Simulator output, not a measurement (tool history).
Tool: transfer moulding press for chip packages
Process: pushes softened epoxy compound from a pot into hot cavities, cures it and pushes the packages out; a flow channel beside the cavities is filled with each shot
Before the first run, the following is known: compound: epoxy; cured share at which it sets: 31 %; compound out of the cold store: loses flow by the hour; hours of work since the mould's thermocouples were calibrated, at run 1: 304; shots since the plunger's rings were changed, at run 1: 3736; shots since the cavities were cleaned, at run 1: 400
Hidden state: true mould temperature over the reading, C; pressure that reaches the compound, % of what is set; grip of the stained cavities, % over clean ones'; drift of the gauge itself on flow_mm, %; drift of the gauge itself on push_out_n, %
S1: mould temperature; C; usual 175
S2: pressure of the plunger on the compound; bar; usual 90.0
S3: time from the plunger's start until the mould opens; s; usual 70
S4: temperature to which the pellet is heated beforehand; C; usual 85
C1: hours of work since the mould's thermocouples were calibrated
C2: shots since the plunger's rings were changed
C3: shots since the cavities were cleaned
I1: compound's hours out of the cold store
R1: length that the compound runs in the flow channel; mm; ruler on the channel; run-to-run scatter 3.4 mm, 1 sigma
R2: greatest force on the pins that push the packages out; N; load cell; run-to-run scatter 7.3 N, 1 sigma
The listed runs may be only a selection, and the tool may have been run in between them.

run 1 hour=0.0 | S1=175 S2=90.0 S3=70 S4=85 | C1=304 C2=3736 C3=400 | I1=23.8 | R1=807 R2=316
-- hour=24.9 cavities cleaned with cleaning compound and waxed
run 2 hour=35.8 | S1=175 S2=90.0 S3=70 S4=85 | C1=319 C2=4071 C3=106 | I1=17.2 | R1=822 R2=321
-- hour=90.5 cavities cleaned with cleaning compound and waxed
run 3 hour=91.1 | S1=175 S2=90.0 S3=70 S4=85 | C1=342 C2=4597 C3=6 | I1=46.4 | R1=737 R2=299
run 4 hour=117.0 | S1=175 S2=90.0 S3=70 S4=85 | C1=353 C2=4850 C3=259 | I1=30.8 | R1=781 R2=317
-- hour=146.3 plunger's sealing rings changed
run 5 hour=146.3 | S1=175 S2=90.0 S3=70 S4=85 | C1=365 C2=0 C3=522 | I1=43.9 | R1=745 R2=314
-- hour=160.0 cavities cleaned with cleaning compound and waxed
run 6 hour=181.3 | S1=175 S2=90.0 S3=70 S4=84 | C1=379 C2=327 C3=207 | I1=8.1 | R1=854 R2=328
-- hour=225.2 cavities cleaned with cleaning compound and waxed
run 7 hour=231.8 | S1=175 S2=90.0 S3=70 S4=84 | C1=401 C2=807 C3=65 | I1=32.2 | R1=779 R2=324
-- hour=289.5 cavities cleaned with cleaning compound and waxed
run 8 hour=289.5 | S1=175 S2=90.0 S3=70 S4=84 | C1=425 C2=1357 C3=0 | I1=31.8 | R1=777 R2=314
run 9 hour=335.3 | S1=175 S2=90.0 S3=70 S4=84 | C1=444 C2=1805 C3=448 | I1=18.5 | R1=823 R2=321
-- hour=354.4 cavities cleaned with cleaning compound and waxed
run 10 hour=392.1 | S1=175 S2=90.0 S3=70 S4=85 | C1=468 C2=2345 C3=368 | I1=32.6 | R1=772 R2=311
-- hour=421.9 cavities cleaned with cleaning compound and waxed
run 11 hour=423.8 | S1=175 S2=90.0 S3=70 S4=85 | C1=481 C2=2641 C3=19 | I1=8.5 | R1=851 R2=324
run 12 hour=449.7 | S1=175 S2=90.0 S3=70 S4=85 | C1=492 C2=2894 C3=272 | I1=47.2 | R1=735 R2=292
-- hour=486.7 cavities cleaned with cleaning compound and waxed
run 13 hour=495.2 | S1=179 S2=90.0 S3=70 S4=92 | C1=511 C2=3324 C3=83 | I1=43.1 | R1=736 R2=238
run 14 hour=548.3 | S1=177 S2=90.0 S3=69 S4=92 | C1=534 C2=3844 C3=603 | I1=33.3 | R1=763 R2=272
-- hour=553.7 cavities cleaned with cleaning compound and waxed
-- hour=573.0 mould's thermocouples calibrated
run 15 hour=582.2 | S1=177 S2=90.0 S3=66 S4=92 | C1=4 C2=4141 C3=259 | I1=26.7 | R1=784 R2=312
run 16 hour=610.0 | S1=180 S2=83.5 S3=70 S4=83 | C1=16 C2=4413 C3=531 | I1=9.0 | R1=803 R2=263
-- hour=620.6 cavities cleaned with cleaning compound and waxed
run 17 hour=643.1 | S1=180 S2=83.5 S3=70 S4=83 | C1=30 C2=4722 C3=220 | I1=23.2 | R1=764 R2=251
-- hour=687.8 plunger's sealing rings changed
-- hour=689.3 cavities cleaned with cleaning compound and waxed
run 18 hour=692.2 | S1=180 S2=83.5 S3=70 S4=83 | C1=49 C2=29 C3=29 | I1=12.0 | R1=795 R2=257
run 19 hour=749.5 | S1=180 S2=84.1 S3=110 S4=83 | C1=74 C2=589 C3=589 | I1=8.9 | R1=807 R2=221
-- hour=753.8 cavities cleaned with cleaning compound and waxed
run 20 hour=783.8 | S1=174 S2=80.7 S3=70 S4=85 | C1=88 C2=910 C3=294 | I1=45.4 | R1=701 R2=314
-- hour=817.4 cavities cleaned with cleaning compound and waxed
run 21 hour=827.9 | S1=174 S2=80.7 S3=70 S4=85 | C1=106 C2=1326 C3=102 | I1=46.0 | R1=701 R2=323
run 22 hour=878.8 | S1=175 S2=102.4 S3=70 S4=86 | C1=128 C2=1824 C3=600 | I1=12.3 | R1=899 R2=319
-- hour=884.7 cavities cleaned with cleaning compound and waxed
run 23 hour=921.4 | S1=175 S2=102.4 S3=70 S4=86 | C1=146 C2=2226 C3=359 | I1=23.5 | R1=859 R2=311
-- hour=948.3 cavities cleaned with cleaning compound and waxed
run 24 hour=963.1 | S1=175 S2=87.2 S3=70 S4=86 | C1=163 C2=2619 C3=145 | I1=11.6 | R1=820 R2=312

Describe how what the log doesn't record of the tool's condition differs between the last listed run preceding each entry between runs and the first listed run following it.
Logged between run 1 and run 2: cavities cleaned with cleaning compound and waxed (hour 24.9)
  pressure that reaches the compound, % of what is set: 99.8 -> 99.79; grip of the stained cavities, % over clean ones': 1.3 -> 0.5
Logged between run 2 and run 3: cavities cleaned with cleaning compound and waxed (hour 90.5)
  pressure that reaches the compound, % of what is set: 99.79 -> 99.76; grip of the stained cavities, % over clean ones': 0.5 -> 0.2
Logged between run 4 and run 5: plunger's sealing rings changed (hour 146.3)
  pressure that reaches the compound, % of what is set: 99.75 -> 100; grip of the stained cavities, % over clean ones': 1.2 -> 1.8
Logged between run 5 and run 6: cavities cleaned with cleaning compound and waxed (hour 160.0)
  pressure that reaches the compound, % of what is set: 100 -> 99.98; grip of the stained cavities, % over clean ones': 1.8 -> 0.9
Logged between run 6 and run 7: cavities cleaned with cleaning compound and waxed (hour 225.2)
  pressure that reaches the compound, % of what is set: 99.98 -> 99.96; grip of the stained cavities, % over clean ones': 0.9 -> 0.3
Logged between run 7 and run 8: cavities cleaned with cleaning compound and waxed (hour 289.5)
  pressure that reaches the compound, % of what is set: 99.96 -> 99.93; grip of the stained cavities, % over clean ones': 0.3 -> 0
Logged between run 9 and run 10: cavities cleaned with cleaning compound and waxed (hour 354.4)
  pressure that reaches the compound, % of what is set: 99.91 -> 99.88; grip of the stained cavities, % over clean ones': 1.5 -> 1.3
Logged between run 10 and run 11: cavities cleaned with cleaning compound and waxed (hour 421.9)
  pressure that reaches the compound, % of what is set: 99.88 -> 99.87; grip of the stained cavities, % over clean ones': 1.3 -> 0.2
Logged between run 12 and run 13: cavities cleaned with cleaning compound and waxed (hour 486.7)
  pressure that reaches the compound, % of what is set: 99.86 -> 99.84; grip of the stained cavities, % over clean ones': 1 -> 0.5
Logged between run 14 and run 15: cavities cleaned with cleaning compound and waxed (hour 553.7); mould's thermocouples calibrated (hour 573.0)
  true mould temperature over the reading, C: 0.02 -> 0; pressure that reaches the compound, % of what is set: 99.81 -> 99.8; grip of the stained cavities, % over clean ones': 1.9 -> 1
Logged between run 16 and run 17: cavities cleaned with cleaning compound and waxed (hour 620.6)
  pressure that reaches the compound, % of what is set: 99.78 -> 99.77; grip of the stained cavities, % over clean ones': 1.7 -> 0.9
Logged between run 17 and run 18: plunger's sealing rings changed (hour 687.8); cavities cleaned with cleaning compound and waxed (hour 689.3)
  pressure that reaches the compound, % of what is set: 99.77 -> 99.98; grip of the stained cavities, % over clean ones': 0.9 -> 0.1
Logged between run 19 and run 20: cavities cleaned with cleaning compound and waxed (hour 753.8)
  true mould temperature over the reading, C: 0 -> 0.01; pressure that reaches the compound, % of what is set: 99.95 -> 99.93; grip of the stained cavities, % over clean ones': 1.8 -> 1.1
Logged between run 20 and run 21: cavities cleaned with cleaning compound and waxed (hour 817.4)
  pressure that reaches the compound, % of what is set: 99.93 -> 99.91; grip of the stained cavities, % over clean ones': 1.1 -> 0.5
Logged between run 22 and run 23: cavities cleaned with cleaning compound and waxed (hour 884.7)
  pressure that reaches the compound, % of what is set: 99.89 -> 99.87; grip of the stained cavities, % over clean ones': 1.9 -> 1.3
Logged between run 23 and run 24: cavities cleaned with cleaning compound and waxed (hour 948.3)
  pressure that reaches the compound, % of what is set: 99.87 -> 99.85; grip of the stained cavities, % over clean ones': 1.3 -> 0.7
